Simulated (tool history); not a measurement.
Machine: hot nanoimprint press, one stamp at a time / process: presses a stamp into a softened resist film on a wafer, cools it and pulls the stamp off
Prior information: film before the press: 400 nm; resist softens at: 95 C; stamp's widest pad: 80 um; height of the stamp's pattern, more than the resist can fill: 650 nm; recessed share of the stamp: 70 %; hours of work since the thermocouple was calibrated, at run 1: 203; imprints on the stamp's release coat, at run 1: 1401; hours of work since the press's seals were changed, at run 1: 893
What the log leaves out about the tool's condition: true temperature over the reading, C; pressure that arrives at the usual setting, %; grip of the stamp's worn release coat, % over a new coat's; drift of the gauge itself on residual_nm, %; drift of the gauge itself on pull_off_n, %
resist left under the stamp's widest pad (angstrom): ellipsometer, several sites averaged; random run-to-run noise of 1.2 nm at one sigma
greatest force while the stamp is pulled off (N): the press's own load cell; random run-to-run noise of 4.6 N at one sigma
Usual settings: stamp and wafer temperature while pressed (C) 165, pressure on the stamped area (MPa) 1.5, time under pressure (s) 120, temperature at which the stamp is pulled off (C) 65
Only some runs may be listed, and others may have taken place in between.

| run | hour | stamp and wafer temperature while pressed (C) | pressure on the stamped area (MPa) | time under pressure (s) | temperature at which the stamp is pulled off (C) | hours of work since the thermocouple was calibrated | imprints on the stamp's release coat | hours of work since the press's seals were changed | resist left under the stamp's widest pad (angstrom) | greatest force while the stamp is pulled off (N) |
|---|---|---|---|---|---|---|---|---|---|---|
| 1 | 0 | 165 | 1.5 | 120 | 65 | 203 | 1401 | 893 | 1904 | 317 |
| 2 | 31.2 | 165 | 1.5 | 120 | 60 | 219 | 1452 | 909 | 1907 | 368 |
| 3 | 52.3 | 165 | 1.5 | 120 | 60 | 229 | 1487 | 919 | 1931 | 372 |
| 4 | 89 | 165 | 1.5 | 120 | 60 | 248 | 1546 | 938 | 1933 | 373 |
| 5 | 109.5 | 165 | 1.5 | 120 | 60 | 259 | 1580 | 949 | 1943 | 374 |
| 6 | 136.3 | 165 | 1.5 | 120 | 60 | 272 | 1623 | 962 | 1929 | 384 |
|  | 142.7 | plate thermocouple calibrated |
| 7 | 174.8 | 165 | 1.5 | 120 | 60 | 16 | 1681 | 980 | 1947 | 373 |
| 8 | 218.5 | 165 | 1.5 | 120 | 60 | 39 | 1752 | 1002 | 1984 | 381 |
|  | 258.4 | plate thermocouple calibrated, once more |
| 9 | 260.8 | 172 | 1.4 | 64 | 58 | 1 | 1816 | 1022 | 1983 | 379 |
| 10 | 295 | 165 | 1.78 | 120 | 65 | 19 | 1872 | 1040 | 1735 | 345 |
| 11 | 325.5 | 165 | 1.51 | 120 | 53 | 34 | 1922 | 1055 | 1894 | 471 |
| 12 | 360.4 | 165 | 2.01 | 120 | 59 | 52 | 1978 | 1073 | 1689 | 394 |

Consider 5 possible next runs. They are alternatives, not a sequence: every one starts from the tool as it was left by run 12. What does each give?
|  | 386.5 | press's hydraulic seals changed and the load cell set to zero |
| A | 396.6 | 161 | 1.5 | 60 | 65 | 66 | 2024 | 5 | ? | ? |
|  | 386.5 | press's hydraulic seals changed and the load cell set to zero |
| B | 396.6 | 165 | 1.35 | 70 | 72 | 66 | 2024 | 5 | ? | ? |
|  | 386.5 | press's hydraulic seals changed and the load cell set to zero |
| C | 396.6 | 154 | 1.5 | 61 | 65 | 66 | 2024 | 5 | ? | ? |
|  | 386.5 | press's hydraulic seals changed and the load cell set to zero |
| D | 396.6 | 177 | 2.38 | 205 | 59 | 66 | 2024 | 5 | ? | ? |
|  | 386.5 | press's hydraulic seals changed and the load cell set to zero |
| E | 396.6 | 165 | 1.5 | 114 | 55 | 66 | 2024 | 5 | ? | ? |

| run | resist left under the stamp's widest pad (angstrom) | greatest force while the stamp is pulled off (N) |
|---|---|---|
| A | 2591 | 344 |
| B | 2301 | 270 |
| C | 3021 | 348 |
| D | 791 | 395 |
| E | 1849 | 438 |
What these runs would have given with no unlogged condition in the tool:
| run | resist left under the stamp's widest pad (angstrom) | greatest force while the stamp is pulled off (N) |
|---|---|---|
| A | 2570 | 217 |
| B | 2280 | 170 |
| C | 3000 | 220 |
| D | 783 | 251 |
| E | 1830 | 278 |
